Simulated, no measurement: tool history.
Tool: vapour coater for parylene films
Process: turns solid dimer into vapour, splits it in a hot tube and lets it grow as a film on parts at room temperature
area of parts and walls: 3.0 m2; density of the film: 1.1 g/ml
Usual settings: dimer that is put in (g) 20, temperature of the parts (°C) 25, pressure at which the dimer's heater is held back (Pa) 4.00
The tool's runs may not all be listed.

run,hour,dimer that is put in (g),temperature of the parts (°C),pressure at which the dimer's heater is held back (Pa),thickness of the film (um)
1,0.0,20,25,4.00,4.52
2,10.0,20,25,3.68,4.59
3,28.6,20,36,4.00,3.08
4,50.5,30,25,4.00,6.80
5,63.9,30,25,4.00,6.74
6,86.3,30,25,4.00,6.69
7,104.4,20,25,4.00,4.46
8,121.3,20,23,4.00,4.81
9,133.5,20,25,4.00,4.41
10,152.4,33,25,4.00,7.41
11,164.6,33,25,4.00,7.33
12,177.0,33,24,4.00,7.61
13,197.8,33,24,4.00,7.71
14,220.4,33,24,4.00,7.49
15,230.8,33,24,4.00,7.54
16,252.1,33,24,4.00,7.54
17,276.1,20,25,5.20,4.14
18,288.1,20,25,4.00,4.41
19,297.9,20,28,4.00,3.94
20,318.5,20,21,4.00,4.99
21,338.0,20,21,4.00,4.99
22,357.2,20,21,4.00,4.95
23,380.7,20,21,4.00,4.90
24,396.3,17,25,4.00,3.69
25,407.1,27,25,11.03,4.61
26,419.3,12,27,4.61,2.32
27,436.0,12,23,5.61,2.55
28,446.1,15,23,8.12,2.93
29,456.7,19,25,4.00,4.09
30,473.1,23,19,4.65,5.83
31,497.1,25,25,4.00,5.33
32,517.8,28,20,3.89,7.05
33,528.1,23,25,4.60,4.67
34,544.3,23,25,4.60,4.73
35,567.2,23,25,4.60,4.72
36,587.0,24,32,3.68,3.99
37,602.9,9,36,3.94,1.32
38,620.0,20,24,2.73,4.66
39,637.7,20,24,2.73,4.68
# hour 647.5: trap's valve overhauled
40,662.7,20,25,9.18,3.81
41,678.1,20,19,4.49,5.49
42,690.7,20,19,4.49,5.41
43,703.8,13,19,4.49,3.56
44,727.5,13,19,4.49,3.62
45,745.4,13,19,4.49,3.51
46,757.1,35,19,4.34,9.54
47,771.5,18,21,5.98,4.28
48,788.1,34,17,4.00,9.89

Some steps in thickness of the film (um) between neighbouring runs. How much of each would the tool show without its hidden state too (settings, what came in, random variation), and how much is left for the hidden state, with any gauge scatter that isn't in both results?
The hidden state here: vapour lost through the trap's worn valve, %; true temperature of the parts over the reading, C; drift of the gauge itself on film_um, %.
Run 36 -> 37: dimer that is put in (g) 24 -> 9, temperature of the parts (°C) 32 -> 36, pressure at which the dimer's heater is held back (Pa) 3.68 -> 3.94. thickness of the film (um) -2.67: hidden state +0.35, all else -3.02.
Run 37 -> 38: dimer that is put in (g) 9 -> 20, temperature of the parts (°C) 36 -> 24, pressure at which the dimer's heater is held back (Pa) 3.94 -> 2.73. thickness of the film (um) +3.34: hidden state -0.46, all else +3.80.
Run 39 -> 40: temperature of the parts (°C) 24 -> 25, pressure at which the dimer's heater is held back (Pa) 2.73 -> 9.18, trap's valve overhauled. thickness of the film (um) -0.87: hidden state +0.52, all else -1.39.
Run 45 -> 46: dimer that is put in (g) 13 -> 35, pressure at which the dimer's heater is held back (Pa) 4.49 -> 4.34. thickness of the film (um) +6.03: hidden state -0.26, all else +6.29.
Run 46 -> 47: dimer that is put in (g) 35 -> 18, temperature of the parts (°C) 19 -> 21, pressure at which the dimer's heater is held back (Pa) 4.34 -> 5.98. thickness of the film (um) -5.26: hidden state +0.22, all else -5.48.
Run 47 -> 48: dimer that is put in (g) 18 -> 34, temperature of the parts (°C) 21 -> 17, pressure at which the dimer's heater is held back (Pa) 5.98 -> 4.00. thickness of the film (um) +5.61: hidden state -0.05, all else +5.66.
